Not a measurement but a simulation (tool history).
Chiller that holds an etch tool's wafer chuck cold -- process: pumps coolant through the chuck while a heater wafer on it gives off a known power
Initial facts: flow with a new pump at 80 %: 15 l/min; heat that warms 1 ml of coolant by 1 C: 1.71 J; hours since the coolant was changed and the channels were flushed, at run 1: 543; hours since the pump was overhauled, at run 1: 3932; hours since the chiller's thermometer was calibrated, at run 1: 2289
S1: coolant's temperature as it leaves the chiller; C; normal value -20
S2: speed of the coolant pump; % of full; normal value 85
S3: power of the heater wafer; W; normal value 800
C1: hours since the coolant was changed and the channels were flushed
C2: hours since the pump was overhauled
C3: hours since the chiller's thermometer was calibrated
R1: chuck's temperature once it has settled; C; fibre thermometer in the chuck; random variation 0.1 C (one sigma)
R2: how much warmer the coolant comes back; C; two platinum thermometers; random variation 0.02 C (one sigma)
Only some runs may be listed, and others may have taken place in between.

Run 1, hour 0.0: usual settings; C1 543; C2 3932; C3 2289. Result: R1 -11.1 C, R2 1.86 C.
Run 2, hour 138.4: usual settings; C1 681; C2 4071; C3 2428. Result: R1 -11.0 C, R2 1.88 C.
Run 3, hour 229.3: usual settings but S3 617 W; C1 772; C2 4162; C3 2518. Result: R1 -13.1 C, R2 1.45 C.
Run 4, hour 341.0: usual settings; C1 884; C2 4273; C3 2630. Result: R1 -11.2 C, R2 1.92 C.
Run 5, hour 462.6: usual settings; C1 1005; C2 4395; C3 2752. Result: R1 -11.0 C, R2 1.88 C.
Run 6, hour 524.9: usual settings; C1 1068; C2 4457; C3 2814. Result: R1 -10.9 C, R2 1.89 C.
Run 7, hour 656.9: usual settings; C1 1200; C2 4589; C3 2946. Result: R1 -11.1 C, R2 1.96 C.
Run 8, hour 724.2: usual settings but S1 -27 C; C1 1267; C2 4657; C3 3013. Result: R1 -17.9 C, R2 1.92 C.
Run 9, hour 805.1: usual settings but S1 -21 C, S3 720 W; C1 1348; C2 4737; C3 3094. Result: R1 -12.6 C, R2 1.71 C.
Run 10, hour 898.2: usual settings but S1 -19 C; C1 1441; C2 4830; C3 3187. Result: R1 -9.7 C, R2 1.89 C.
Run 11, hour 1026.2: usual settings but S1 -19 C; C1 1569; C2 4959; C3 3315. Result: R1 -9.8 C, R2 1.92 C.
Run 12, hour 1146.6: usual settings but S1 -15 C, S2 70 % of full; C1 1689; C2 5079; C3 3436. Result: R1 -4.2 C, R2 2.31 C.
Run 13, hour 1209.2: usual settings but S1 -14 C, S2 79 % of full, S3 932 W; C1 1752; C2 5142; C3 3498. Result: R1 -2.5 C, R2 2.42 C.
Run 14, hour 1293.5: usual settings but S3 1114 W; C1 1836; C2 5226; C3 3583. Result: R1 -7.0 C, R2 2.66 C.

Branching from run 14: 4 alternative next runs. What would each branch give?
Run A, hour 1395.9: usual settings but S3 508 W; C1 1939; C2 5328; C3 3685. Result: R1 ?, R2 ?.
Run B, hour 1395.9: usual settings but S1 -13 C, S2 69 % of full, S3 966 W; C1 1939; C2 5328; C3 3685. Result: R1 ?, R2 ?.
Run C, hour 1395.9: usual settings but S1 -13 C, S2 81 % of full, S3 512 W; C1 1939; C2 5328; C3 3685. Result: R1 ?, R2 ?.
Run D, hour 1395.9: usual settings but S2 66 % of full, S3 506 W; C1 1939; C2 5328; C3 3685. Result: R1 ?, R2 ?.

run     R1    R2
  A  -13.9  1.18
  B    0.2  2.87
  C   -6.6  1.30
  D  -12.8  1.52
With the hidden condition removed and each run's random variation left untouched, the same runs would have given:
run     R1    R2
  A  -14.8  1.08
  B   -1.5  2.63
  C   -7.6  1.19
  D  -13.9  1.39
